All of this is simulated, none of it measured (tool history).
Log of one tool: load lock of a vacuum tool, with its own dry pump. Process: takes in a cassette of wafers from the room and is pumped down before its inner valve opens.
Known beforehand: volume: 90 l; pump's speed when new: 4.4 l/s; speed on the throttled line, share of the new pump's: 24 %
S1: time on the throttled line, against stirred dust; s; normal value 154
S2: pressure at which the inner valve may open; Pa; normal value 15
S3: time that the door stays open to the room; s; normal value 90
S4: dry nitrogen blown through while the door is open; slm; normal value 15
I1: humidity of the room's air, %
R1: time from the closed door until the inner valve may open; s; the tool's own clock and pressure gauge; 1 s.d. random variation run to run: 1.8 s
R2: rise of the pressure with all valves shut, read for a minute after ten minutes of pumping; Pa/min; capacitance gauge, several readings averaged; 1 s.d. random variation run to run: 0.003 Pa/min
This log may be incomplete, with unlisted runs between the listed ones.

Run 1, hour 0.0: usual settings; I1 45.4. Result: R1 303.3 s, R2 0.166 Pa/min.
Run 2, hour 399.7: usual settings; I1 45.4. Result: R1 305.3 s, R2 0.177 Pa/min.
Run 3, hour 719.4: usual settings but S2 22 Pa; I1 45.5. Result: R1 295.6 s, R2 0.189 Pa/min.
Run 4, hour 928.5: usual settings but S2 22 Pa; I1 44.8. Result: R1 296.7 s, R2 0.203 Pa/min.
Run 5, hour 1189.3: usual settings but S2 22 Pa; I1 44.4. Result: R1 295.3 s, R2 0.213 Pa/min.
Run 6, hour 1610.9: usual settings but S2 22 Pa; I1 47.7. Result: R1 299.7 s, R2 0.237 Pa/min.
Run 7, hour 1877.7: usual settings but S2 22 Pa; I1 47.8. Result: R1 294.3 s, R2 0.249 Pa/min.
Run 8, hour 2206.9: usual settings but S2 22 Pa; I1 45.0. Result: R1 300.3 s, R2 0.261 Pa/min.
Run 9, hour 2612.9: usual settings but S1 84 s; I1 43.7. Result: R1 257.2 s, R2 0.281 Pa/min.
Run 10, hour 2853.3: usual settings but S4 16 slm; I1 44.1. Result: R1 304.9 s, R2 0.293 Pa/min.
Run 11, hour 3268.1: usual settings but S4 16 slm; I1 46.8. Result: R1 305.5 s, R2 0.322 Pa/min.
Run 12, hour 3548.2: usual settings but S4 16 slm; I1 47.4. Result: R1 307.2 s, R2 0.334 Pa/min.
Run 13, hour 3940.8: usual settings but S4 16 slm; I1 49.4. Result: R1 307.0 s, R2 0.357 Pa/min.
Run 14, hour 4297.5: usual settings but S4 16 slm; I1 47.3. Result: R1 310.2 s, R2 0.380 Pa/min.
Run 15, hour 4512.8: usual settings but S4 16 slm; I1 46.8. Result: R1 306.8 s, R2 0.392 Pa/min.
Run 16, hour 4780.0: usual settings but S4 16 slm; I1 48.4. Result: R1 308.1 s, R2 0.401 Pa/min.
Run 17, hour 5190.3: usual settings but S2 14 Pa; I1 44.9. Result: R1 314.9 s, R2 0.425 Pa/min.
Run 18, hour 5476.9: usual settings but S2 14 Pa; I1 44.4. Result: R1 312.1 s, R2 0.451 Pa/min.
Run 19, hour 5801.0: usual settings but S2 14 Pa; I1 46.2. Result: R1 311.5 s, R2 0.470 Pa/min.
Run 20, hour 6148.9: usual settings but S1 133 s, S2 30 Pa, S3 74 s, S4 8 slm; I1 46.2. Result: R1 279.0 s, R2 0.495 Pa/min.
Run 21, hour 6489.9: usual settings but S4 11 slm; I1 44.1. Result: R1 310.9 s, R2 0.521 Pa/min.
Run 22, hour 6851.8: usual settings but S1 84 s, S3 110 s; I1 43.7. Result: R1 258.2 s, R2 0.568 Pa/min.
Run 23, hour 7248.8: usual settings but S1 84 s, S3 110 s; I1 46.4. Result: R1 261.4 s, R2 0.586 Pa/min.
Run 24, hour 7451.6: usual settings but S1 268 s, S2 18 Pa, S3 129 s, S4 12 slm; I1 42.7. Result: R1 392.1 s, R2 0.602 Pa/min.
Run 25, hour 7826.5: usual settings but S1 268 s, S2 18 Pa, S3 129 s, S4 12 slm; I1 46.4. Result: R1 391.0 s, R2 0.616 Pa/min.
At hour 8127.2: door's seal changed, seat wiped.
Run 26, hour 8273.6: usual settings but S1 268 s, S2 18 Pa, S3 129 s, S4 12 slm; I1 43.9. Result: R1 395.1 s, R2 0.037 Pa/min.
Run 27, hour 8594.2: usual settings but S1 89 s, S2 13 Pa, S3 78 s, S4 12 slm; I1 46.7. Result: R1 268.8 s, R2 0.034 Pa/min.
Run 28, hour 8936.2: usual settings but S1 181 s, S2 13 Pa, S3 78 s, S4 5 slm; I1 49.0. Result: R1 338.8 s, R2 0.039 Pa/min.
Run 29, hour 9321.3: usual settings but S1 181 s, S2 13 Pa, S3 78 s, S4 5 slm; I1 47.8. Result: R1 340.2 s, R2 0.050 Pa/min.
Run 30, hour 9560.8: usual settings but S1 181 s, S2 13 Pa, S3 78 s, S4 5 slm; I1 42.0. Result: R1 340.7 s, R2 0.054 Pa/min.
Run 31, hour 9839.5: usual settings but S1 181 s, S2 13 Pa, S3 78 s, S4 5 slm; I1 48.0. Result: R1 338.6 s, R2 0.060 Pa/min.
Run 32, hour 10244.4: usual settings but S3 156 s; I1 45.4. Result: R1 314.1 s, R2 0.083 Pa/min.
Run 33, hour 10588.4: usual settings but S2 21 Pa, S3 83 s; I1 46.4. Result: R1 309.0 s, R2 0.071 Pa/min.
At hour 10630.0: dry pump taken out, an overhauled one fitted.
Run 34, hour 10969.9: usual settings but S2 21 Pa, S3 83 s; I1 43.5. Result: R1 292.3 s, R2 0.083 Pa/min.
Run 35, hour 11233.7: usual settings but S2 21 Pa, S3 83 s; I1 42.0. Result: R1 291.3 s, R2 0.094 Pa/min.
Run 36, hour 11494.8: usual settings but S2 21 Pa, S3 83 s; I1 46.7. Result: R1 292.7 s, R2 0.102 Pa/min.
Run 37, hour 11840.4: usual settings but S1 304 s, S2 11 Pa, S4 11 slm; I1 42.9. Result: R1 423.2 s, R2 0.114 Pa/min.
Run 38, hour 12206.0: usual settings but S1 304 s, S2 11 Pa, S4 11 slm; I1 44.4. Result: R1 423.5 s, R2 0.135 Pa/min.

Same runs, no hidden state in the tool, same run-to-run variation:
Hidden state at play: pump's speed, % of a new pump's; leak at the door's seal, Pa l/s; drift of the gauge itself on ready_s, %; drift of the gauge itself on rise_pa_min, %.
run     R1     R2
  1  296.9  0.028
  2  298.6  0.020
  3  288.9  0.023
  4  289.8  0.025
  5  288.3  0.023
  6  292.2  0.027
  7  286.7  0.029
  8  292.3  0.027
  9  246.8  0.025
 10  295.9  0.023
 11  296.1  0.022
 12  297.5  0.026
 13  297.0  0.031
 14  299.3  0.026
 15  295.9  0.028
 16  296.9  0.021
 17  303.4  0.021
 18  300.4  0.021
 19  299.4  0.021
 20  267.1  0.021
 21  297.8  0.026
 22  243.3  0.030
 23  245.9  0.028
 24  380.9  0.032
 25  379.6  0.029
 26  383.7  0.036
 27  252.0  0.027
 28  323.8  0.027
 29  324.8  0.030
 30  325.1  0.028
 31  322.8  0.028
 32  297.6  0.040
 33  292.4  0.021
 34  291.7  0.022
 35  290.5  0.024
 36  291.8  0.022
 37  422.1  0.026
 38  422.1  0.031
